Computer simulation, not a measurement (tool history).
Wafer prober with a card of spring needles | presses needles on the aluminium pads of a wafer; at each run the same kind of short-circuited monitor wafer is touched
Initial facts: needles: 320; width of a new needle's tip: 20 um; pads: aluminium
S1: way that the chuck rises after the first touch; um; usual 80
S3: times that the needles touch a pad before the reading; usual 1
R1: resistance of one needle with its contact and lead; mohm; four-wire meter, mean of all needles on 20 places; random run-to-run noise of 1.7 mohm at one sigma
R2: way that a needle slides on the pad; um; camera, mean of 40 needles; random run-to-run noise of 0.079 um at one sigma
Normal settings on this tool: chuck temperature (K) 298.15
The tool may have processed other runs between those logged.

Run 1, hour 0.0: usual settings. Result: R1 172 mohm, R2 13.54 um.
At hour 3.0: tips cleaned on abrasive film.
At hour 6.0: tips cleaned on abrasive film.
At hour 9.8: tips cleaned on abrasive film.
At hour 12.8: tips cleaned on abrasive film.
At hour 16.5: tips cleaned on abrasive film.
At hour 20.2: tips cleaned on abrasive film.
At hour 24.0: tips cleaned on abrasive film.
At hour 27.0: tips cleaned on abrasive film.
At hour 30.7: tips cleaned on abrasive film.
Run 2, hour 32.8: usual settings but chuck temperature (K) 299.15. Result: R1 182 mohm, R2 13.60 um.
At hour 34.3: tips cleaned on abrasive film.
At hour 38.1: tips cleaned on abrasive film.
At hour 41.8: tips cleaned on abrasive film.
At hour 45.5: tips cleaned on abrasive film.
At hour 48.6: tips cleaned on abrasive film.
At hour 52.3: tips cleaned on abrasive film.
At hour 55.3: tips cleaned on abrasive film.
At hour 59.0: tips cleaned on abrasive film.
At hour 62.5: tips cleaned on abrasive film.
Run 3, hour 62.5: usual settings but chuck temperature (K) 299.15. Result: R1 173 mohm, R2 13.35 um.
At hour 66.2: tips cleaned on abrasive film.
At hour 69.3: tips cleaned on abrasive film.
At hour 73.0: tips cleaned on abrasive film.
At hour 76.7: tips cleaned on abrasive film.
At hour 79.7: tips cleaned on abrasive film.
At hour 82.7: tips cleaned on abrasive film.
At hour 86.5: tips cleaned on abrasive film.
At hour 90.2: tips cleaned on abrasive film.
At hour 94.0: tips cleaned on abrasive film.
At hour 97.0: tips cleaned on abrasive film.
Run 4, hour 98.7: usual settings but chuck temperature (K) 318.15. Result: R1 185 mohm, R2 13.29 um.
At hour 100.3: tips cleaned on abrasive film.
At hour 104.0: tips cleaned on abrasive film.
At hour 107.8: tips cleaned on abrasive film.
At hour 110.8: tips cleaned on abrasive film.
At hour 114.5: tips cleaned on abrasive film.
At hour 117.5: tips cleaned on abrasive film.
At hour 121.3: tips cleaned on abrasive film.
At hour 124.3: tips cleaned on abrasive film.
At hour 128.0: tips cleaned on abrasive film.
At hour 131.7: tips cleaned on abrasive film.
At hour 134.8: tips cleaned on abrasive film.
At hour 138.5: tips cleaned on abrasive film.
At hour 141.5: tips cleaned on abrasive film.
At hour 145.2: tips cleaned on abrasive film.
At hour 149.0: tips cleaned on abrasive film.
At hour 152.0: tips cleaned on abrasive film.
At hour 155.7: tips cleaned on abrasive film.
At hour 158.7: tips cleaned on abrasive film.
At hour 162.5: tips cleaned on abrasive film.
Run 5, hour 163.2: usual settings. Result: R1 176 mohm, R2 13.26 um.
At hour 166.2: tips cleaned on abrasive film.
At hour 169.9: tips cleaned on abrasive film.
At hour 173.6: tips cleaned on abrasive film.
At hour 177.4: tips cleaned on abrasive film.
At hour 181.1: tips cleaned on abrasive film.
At hour 184.8: tips cleaned on abrasive film.
At hour 186.6: height of the first contact set anew.
At hour 188.2: tips cleaned on abrasive film.
At hour 191.9: tips cleaned on abrasive film.
At hour 195.6: tips cleaned on abrasive film.
At hour 199.4: tips cleaned on abrasive film.
At hour 202.4: tips cleaned on abrasive film.
At hour 205.4: tips cleaned on abrasive film.
At hour 209.1: tips cleaned on abrasive film.
At hour 212.9: tips cleaned on abrasive film.
Run 6, hour 214.4: usual settings but S1 61 um, chuck temperature (K) 351.15. Result: R1 198 mohm, R2 10.54 um.
At hour 215.9: tips cleaned on abrasive film.
At hour 219.0: tips cleaned on abrasive film.
At hour 222.7: tips cleaned on abrasive film.
At hour 226.4: tips cleaned on abrasive film.
At hour 230.2: tips cleaned on abrasive film.
At hour 233.2: tips cleaned on abrasive film.
At hour 236.9: tips cleaned on abrasive film.
At hour 240.7: tips cleaned on abrasive film.
At hour 243.7: tips cleaned on abrasive film.
At hour 247.4: tips cleaned on abrasive film.
At hour 251.1: tips cleaned on abrasive film.
Run 7, hour 251.3: usual settings but S1 61 um, chuck temperature (K) 351.15. Result: R1 194 mohm, R2 10.43 um.
At hour 254.3: tips cleaned on abrasive film.
At hour 257.3: tips cleaned on abrasive film.
At hour 261.1: tips cleaned on abrasive film.
At hour 264.8: tips cleaned on abrasive film.
At hour 268.6: tips cleaned on abrasive film.
At hour 272.3: tips cleaned on abrasive film.
At hour 276.0: tips cleaned on abrasive film.
At hour 279.0: tips cleaned on abrasive film.
At hour 282.8: tips cleaned on abrasive film.
At hour 286.5: tips cleaned on abrasive film.
At hour 289.5: tips cleaned on abrasive film.
At hour 293.3: tips cleaned on abrasive film.
Run 8, hour 294.6: usual settings but S1 76 um, chuck temperature (K) 338.15, S3 2. Result: R1 186 mohm, R2 12.94 um.
At hour 296.9: tips cleaned on abrasive film.
At hour 300.6: tips cleaned on abrasive film.
At hour 303.6: tips cleaned on abrasive film.
At hour 307.4: tips cleaned on abrasive film.
At hour 310.4: tips cleaned on abrasive film.
At hour 314.1: tips cleaned on abrasive film.
At hour 317.8: tips cleaned on abrasive film.
At hour 320.9: tips cleaned on abrasive film.
At hour 324.6: tips cleaned on abrasive film.
At hour 327.6: tips cleaned on abrasive film.
At hour 331.3: tips cleaned on abrasive film.
At hour 335.1: tips cleaned on abrasive film.
At hour 338.1: tips cleaned on abrasive film.
At hour 341.1: tips cleaned on abrasive film.
At hour 344.8: tips cleaned on abrasive film.
At hour 348.6: tips cleaned on abrasive film.
At hour 352.3: tips cleaned on abrasive film.
Run 9, hour 355.0: usual settings but S1 63 um, chuck temperature (K) 353.15. Result: R1 211 mohm, R2 10.55 um.
At hour 355.9: tips cleaned on abrasive film.
At hour 359.6: tips cleaned on abrasive film.
At hour 363.3: tips cleaned on abrasive film.
At hour 367.1: tips cleaned on abrasive film.
At hour 370.8: tips cleaned on abrasive film.
At hour 374.6: tips cleaned on abrasive film.
At hour 378.3: tips cleaned on abrasive film.
At hour 382.0: tips cleaned on abrasive film.
At hour 385.8: tips cleaned on abrasive film.
At hour 388.8: tips cleaned on abrasive film.
At hour 392.5: tips cleaned on abrasive film.
At hour 395.5: tips cleaned on abrasive film.
At hour 399.3: tips cleaned on abrasive film.
At hour 402.3: tips cleaned on abrasive film.
At hour 405.3: tips cleaned on abrasive film.
At hour 409.0: tips cleaned on abrasive film.
At hour 412.8: tips cleaned on abrasive film.
At hour 415.8: tips cleaned on abrasive film.
At hour 419.5: tips cleaned on abrasive film.
At hour 422.5: tips cleaned on abrasive film.
Run 10, hour 423.3: usual settings but chuck temperature (K) 372.15. Result: R1 199 mohm, R2 13.43 um.

Alternative continuations, all from the tool just after run 10; predict every row:
At hour 425.6: tips cleaned on abrasive film.
At hour 429.3: tips cleaned on abrasive film.
At hour 432.3: tips cleaned on abrasive film.
At hour 436.1: tips cleaned on abrasive film.
At hour 439.8: tips cleaned on abrasive film.
At hour 443.5: tips cleaned on abrasive film.
At hour 447.3: tips cleaned on abrasive film.
At hour 451.0: tips cleaned on abrasive film.
At hour 454.0: tips cleaned on abrasive film.
At hour 457.8: tips cleaned on abrasive film.
At hour 461.5: tips cleaned on abrasive film.
At hour 464.5: tips cleaned on abrasive film.
At hour 468.3: tips cleaned on abrasive film.
At hour 471.3: tips cleaned on abrasive film.
At hour 475.0: tips cleaned on abrasive film.
At hour 478.0: tips cleaned on abrasive film.
At hour 481.7: tips cleaned on abrasive film.
At hour 485.5: tips cleaned on abrasive film.
At hour 489.2: tips cleaned on abrasive film.
Run A, hour 492.0: usual settings but S1 86 um, chuck temperature (K) 372.15, S3 2. Result: R1 ?, R2 ?.
At hour 425.6: tips cleaned on abrasive film.
At hour 429.3: tips cleaned on abrasive film.
At hour 432.3: tips cleaned on abrasive film.
At hour 436.1: tips cleaned on abrasive film.
At hour 439.8: tips cleaned on abrasive film.
At hour 443.5: tips cleaned on abrasive film.
At hour 447.3: tips cleaned on abrasive film.
At hour 451.0: tips cleaned on abrasive film.
At hour 454.0: tips cleaned on abrasive film.
At hour 457.8: tips cleaned on abrasive film.
At hour 461.5: tips cleaned on abrasive film.
At hour 464.5: tips cleaned on abrasive film.
At hour 468.3: tips cleaned on abrasive film.
At hour 471.3: tips cleaned on abrasive film.
At hour 475.0: tips cleaned on abrasive film.
At hour 478.0: tips cleaned on abrasive film.
At hour 481.7: tips cleaned on abrasive film.
At hour 485.5: tips cleaned on abrasive film.
At hour 489.2: tips cleaned on abrasive film.
Run B, hour 492.0: usual settings but chuck temperature (K) 314.15. Result: R1 ?, R2 ?.
At hour 425.6: tips cleaned on abrasive film.
At hour 429.3: tips cleaned on abrasive film.
At hour 432.3: tips cleaned on abrasive film.
At hour 436.1: tips cleaned on abrasive film.
At hour 439.8: tips cleaned on abrasive film.
At hour 443.5: tips cleaned on abrasive film.
At hour 447.3: tips cleaned on abrasive film.
At hour 451.0: tips cleaned on abrasive film.
At hour 454.0: tips cleaned on abrasive film.
At hour 457.8: tips cleaned on abrasive film.
At hour 461.5: tips cleaned on abrasive film.
At hour 464.5: tips cleaned on abrasive film.
At hour 468.3: tips cleaned on abrasive film.
At hour 471.3: tips cleaned on abrasive film.
At hour 475.0: tips cleaned on abrasive film.
At hour 478.0: tips cleaned on abrasive film.
At hour 481.7: tips cleaned on abrasive film.
At hour 485.5: tips cleaned on abrasive film.
At hour 489.2: tips cleaned on abrasive film.
Run C, hour 492.0: usual settings but S1 90 um, chuck temperature (K) 324.15. Result: R1 ?, R2 ?.
At hour 425.6: tips cleaned on abrasive film.
At hour 429.3: tips cleaned on abrasive film.
At hour 432.3: tips cleaned on abrasive film.
At hour 436.1: tips cleaned on abrasive film.
At hour 439.8: tips cleaned on abrasive film.
At hour 443.5: tips cleaned on abrasive film.
At hour 447.3: tips cleaned on abrasive film.
At hour 451.0: tips cleaned on abrasive film.
At hour 454.0: tips cleaned on abrasive film.
At hour 457.8: tips cleaned on abrasive film.
At hour 461.5: tips cleaned on abrasive film.
At hour 464.5: tips cleaned on abrasive film.
At hour 468.3: tips cleaned on abrasive film.
At hour 471.3: tips cleaned on abrasive film.
At hour 475.0: tips cleaned on abrasive film.
At hour 478.0: tips cleaned on abrasive film.
At hour 481.7: tips cleaned on abrasive film.
At hour 485.5: tips cleaned on abrasive film.
At hour 489.2: tips cleaned on abrasive film.
Run D, hour 492.0: usual settings but chuck temperature (K) 307.15. Result: R1 ?, R2 ?.

run   R1     R2
  A  195  14.20
  B  190  13.19
  C  187  14.95
  D  192  13.24
Had the tool no hidden state, the same runs would have come out as:
run   R1     R2
  A  185  14.90
  B  173  13.90
  C  173  15.66
  D  175  13.95
